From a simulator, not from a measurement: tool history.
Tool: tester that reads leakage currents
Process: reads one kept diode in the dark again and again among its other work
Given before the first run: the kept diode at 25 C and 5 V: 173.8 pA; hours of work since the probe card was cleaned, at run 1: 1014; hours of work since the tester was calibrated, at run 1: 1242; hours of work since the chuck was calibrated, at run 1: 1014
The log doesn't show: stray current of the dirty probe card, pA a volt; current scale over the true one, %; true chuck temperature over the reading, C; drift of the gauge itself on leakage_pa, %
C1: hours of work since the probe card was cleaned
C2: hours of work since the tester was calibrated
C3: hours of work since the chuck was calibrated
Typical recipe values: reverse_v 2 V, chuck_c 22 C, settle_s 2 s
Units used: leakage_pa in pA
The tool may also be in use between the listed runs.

{"run": 1, "hour": 0.0, "reverse_v": 2, "chuck_c": 22, "settle_s": 2, "C1": 1014, "C2": 1242, "C3": 1014, "leakage_pa": 89.62}
{"run": 2, "hour": 36.4, "reverse_v": 2, "chuck_c": 22, "settle_s": 2, "C1": 1037, "C2": 1265, "C3": 1037, "leakage_pa": 90.27}
{"run": 3, "hour": 100.0, "reverse_v": 2, "chuck_c": 22, "settle_s": 2, "C1": 1078, "C2": 1306, "C3": 1078, "leakage_pa": 90.05}
{"run": 4, "hour": 163.6, "reverse_v": 2, "chuck_c": 22, "settle_s": 2, "C1": 1119, "C2": 1347, "C3": 1119, "leakage_pa": 90.65}
{"run": 5, "hour": 215.9, "reverse_v": 2, "chuck_c": 22, "settle_s": 2, "C1": 1153, "C2": 1380, "C3": 1153, "leakage_pa": 91.02}
{"run": 6, "hour": 276.6, "reverse_v": 2, "chuck_c": 22, "settle_s": 5.91, "C1": 1192, "C2": 1419, "C3": 1192, "leakage_pa": 91.31}
{"run": 7, "hour": 324.6, "reverse_v": 1.7, "chuck_c": 41, "settle_s": 0.95, "C1": 1222, "C2": 1450, "C3": 1222, "leakage_pa": 423.36}
{"run": 8, "hour": 363.8, "reverse_v": 2, "chuck_c": 36, "settle_s": 2.14, "C1": 1247, "C2": 1475, "C3": 1247, "leakage_pa": 308.43}
{"run": 9, "hour": 399.9, "reverse_v": 15.68, "chuck_c": 22, "settle_s": 4.29, "C1": 1271, "C2": 1498, "C3": 1271, "leakage_pa": 274.62}
{"run": 10, "hour": 448.4, "reverse_v": 2, "chuck_c": 36, "settle_s": 5.89, "C1": 1302, "C2": 1529, "C3": 1302, "leakage_pa": 308.63}
{"run": 11, "hour": 510.3, "reverse_v": 13.1, "chuck_c": 42, "settle_s": 5.89, "C1": 1341, "C2": 1569, "C3": 1341, "leakage_pa": 1358.52}
{"run": 12, "hour": 580.1, "reverse_v": 13.1, "chuck_c": 42, "settle_s": 5.89, "C1": 1386, "C2": 1614, "C3": 1386, "leakage_pa": 1375.35}

Forecast each of these 3 alternatives for the next run:
{"run": "A", "hour": 642.1, "reverse_v": 14.95, "chuck_c": 42, "settle_s": 3.32, "C1": 1426, "C2": 1654, "C3": 1426, "leakage_pa": "?"}
{"run": "B", "hour": 642.1, "reverse_v": 7.08, "chuck_c": 30, "settle_s": 0.91, "C1": 1426, "C2": 1654, "C3": 1426, "leakage_pa": "?"}
{"run": "C", "hour": 642.1, "reverse_v": 1.27, "chuck_c": 23, "settle_s": 7.82, "C1": 1426, "C2": 1654, "C3": 1426, "leakage_pa": "?"}

run=A leakage_pa=1478.77
run=B leakage_pa=367.01
run=C leakage_pa=79.87
Without the tool's hidden state the same runs would have given:
run=A leakage_pa=1319.05
run=B leakage_pa=324.07
run=C leakage_pa=70.18
